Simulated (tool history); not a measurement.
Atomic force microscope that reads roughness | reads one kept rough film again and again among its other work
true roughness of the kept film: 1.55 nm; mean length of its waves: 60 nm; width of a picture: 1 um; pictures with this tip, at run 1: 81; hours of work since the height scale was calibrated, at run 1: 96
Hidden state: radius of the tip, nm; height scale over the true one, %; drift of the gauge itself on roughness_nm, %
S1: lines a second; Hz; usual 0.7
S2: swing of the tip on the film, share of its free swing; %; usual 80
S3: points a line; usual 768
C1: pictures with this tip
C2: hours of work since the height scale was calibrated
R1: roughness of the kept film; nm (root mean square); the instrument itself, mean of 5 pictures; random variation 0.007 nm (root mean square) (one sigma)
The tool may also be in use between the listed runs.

| run | hour | S1 | S2 | S3 | C1 | C2 | R1 |
|---|---|---|---|---|---|---|---|
| 1 | 0 | 0.7 | 80 | 768 | 81 | 96 | 1.433 |
| 2 | 7.6 | 0.7 | 80 | 435 | 88 | 99 | 1.428 |
| 3 | 15 | 0.7 | 80 | 269 | 95 | 102 | 1.425 |
| 4 | 21.6 | 0.7 | 80 | 768 | 101 | 105 | 1.412 |
|  | 23.4 | height scale calibrated on a step standard |
| 5 | 29 | 1.18 | 80 | 768 | 107 | 2 | 1.377 |
| 6 | 34.5 | 2.159 | 82 | 504 | 112 | 5 | 1.258 |
| 7 | 43.3 | 2.159 | 82 | 504 | 120 | 8 | 1.256 |
| 8 | 56 | 0.7 | 87 | 794 | 132 | 14 | 1.378 |
| 9 | 65.5 | 0.592 | 80 | 263 | 141 | 17 | 1.415 |
|  | 67.6 | height scale calibrated on a step standard, once more |
| 10 | 74.9 | 3.05 | 69 | 768 | 149 | 3 | 1.324 |

Forecast each of these 3 alternatives for the next run:
| A | 87.4 | 1.245 | 69 | 646 | 161 | 8 | ? |
| B | 87.4 | 0.574 | 61 | 771 | 161 | 8 | ? |
| C | 87.4 | 0.7 | 72 | 768 | 161 | 8 | ? |

| run | R1 |
|---|---|
| A | 1.419 |
| B | 1.452 |
| C | 1.447 |
Without the tool's hidden state the same runs would have given:
| run | R1 |
|---|---|
| A | 1.454 |
| B | 1.488 |
| C | 1.482 |
